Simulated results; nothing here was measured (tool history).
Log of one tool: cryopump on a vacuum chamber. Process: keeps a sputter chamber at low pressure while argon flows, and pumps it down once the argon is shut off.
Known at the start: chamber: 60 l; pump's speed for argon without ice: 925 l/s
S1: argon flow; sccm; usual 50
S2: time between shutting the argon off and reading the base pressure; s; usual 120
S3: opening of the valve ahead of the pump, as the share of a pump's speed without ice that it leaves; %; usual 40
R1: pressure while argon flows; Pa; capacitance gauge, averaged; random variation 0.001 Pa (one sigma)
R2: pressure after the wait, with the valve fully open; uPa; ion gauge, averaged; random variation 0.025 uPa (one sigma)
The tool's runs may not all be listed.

| run | hour | S1 | S2 | S3 | R1 | R2 |
|---|---|---|---|---|---|---|
| 1 | 0 | 50 | 120 | 40 | 0.2419 | 1.83 |
| 2 | 33 | 50 | 120 | 40 | 0.2462 | 1.9 |
| 3 | 54.9 | 64 | 120 | 40 | 0.3121 | 1.86 |
| 4 | 76.6 | 50 | 120 | 40 | 0.2451 | 1.95 |
| 5 | 106.4 | 50 | 120 | 40 | 0.2462 | 1.91 |
| 6 | 126 | 50 | 120 | 40 | 0.2454 | 1.95 |
| 7 | 150.4 | 50 | 120 | 40 | 0.2471 | 2.04 |
| 8 | 183.3 | 80 | 120 | 32 | 0.4851 | 2.05 |
| 9 | 216.3 | 56 | 49 | 44 | 0.257 | 3.07 |
| 10 | 256.5 | 23 | 93 | 57 | 0.0829 | 2.39 |
| 11 | 285.9 | 50 | 41 | 29 | 0.3352 | 3.41 |

Forecast each of these 3 alternatives for the next run:
| A | 308.2 | 27 | 190 | 23 | ? | ? |
| B | 308.2 | 96 | 41 | 29 | ? | ? |
| C | 308.2 | 24 | 59 | 56 | ? | ? |

| run | R1 | R2 |
|---|---|---|
| A | 0.2258 | 1.9 |
| B | 0.6472 | 3.51 |
| C | 0.0886 | 2.87 |
Without the tool's hidden state the same runs would have given:
| run | R1 | R2 |
|---|---|---|
| A | 0.2139 | 0.75 |
| B | 0.6049 | 2.33 |
| C | 0.078 | 1.71 |

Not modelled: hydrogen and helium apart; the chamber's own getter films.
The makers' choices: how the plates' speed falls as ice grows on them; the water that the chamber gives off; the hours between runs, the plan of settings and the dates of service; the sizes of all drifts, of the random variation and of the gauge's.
